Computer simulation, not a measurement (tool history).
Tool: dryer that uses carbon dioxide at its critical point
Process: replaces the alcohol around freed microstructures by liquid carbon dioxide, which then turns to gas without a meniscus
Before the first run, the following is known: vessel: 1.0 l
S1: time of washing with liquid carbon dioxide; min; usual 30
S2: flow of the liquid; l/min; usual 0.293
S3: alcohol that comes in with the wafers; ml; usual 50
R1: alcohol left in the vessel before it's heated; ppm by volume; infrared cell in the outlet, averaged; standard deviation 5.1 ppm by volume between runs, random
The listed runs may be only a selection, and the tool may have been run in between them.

run,hour,S1,S2,S3,R1
1,0.0,30,0.293,50,111
2,14.7,22,0.293,50,506
3,28.6,22,0.293,50,517
4,45.6,31,0.293,50,111
5,62.5,30,0.293,24,72
6,75.6,24,0.179,24,1247
7,89.2,24,0.179,24,1302
8,105.5,24,0.232,50,1117
9,121.9,20,0.232,25,1080
10,135.4,41,0.232,79,154

Measured minus without-hidden-state, run by run (identical run-to-run variation in each term; gauge scatter may differ):
Hidden state at play: flow that reaches the vessel past the clogged filter, %; alcohol in the recycled carbon dioxide, ppm; drift of the gauge itself on alcohol_ppm, %.
run,R1
1,+39
2,+117
3,+128
4,+46
5,+37
6,+267
7,+299
8,+343
9,+310
10,+86
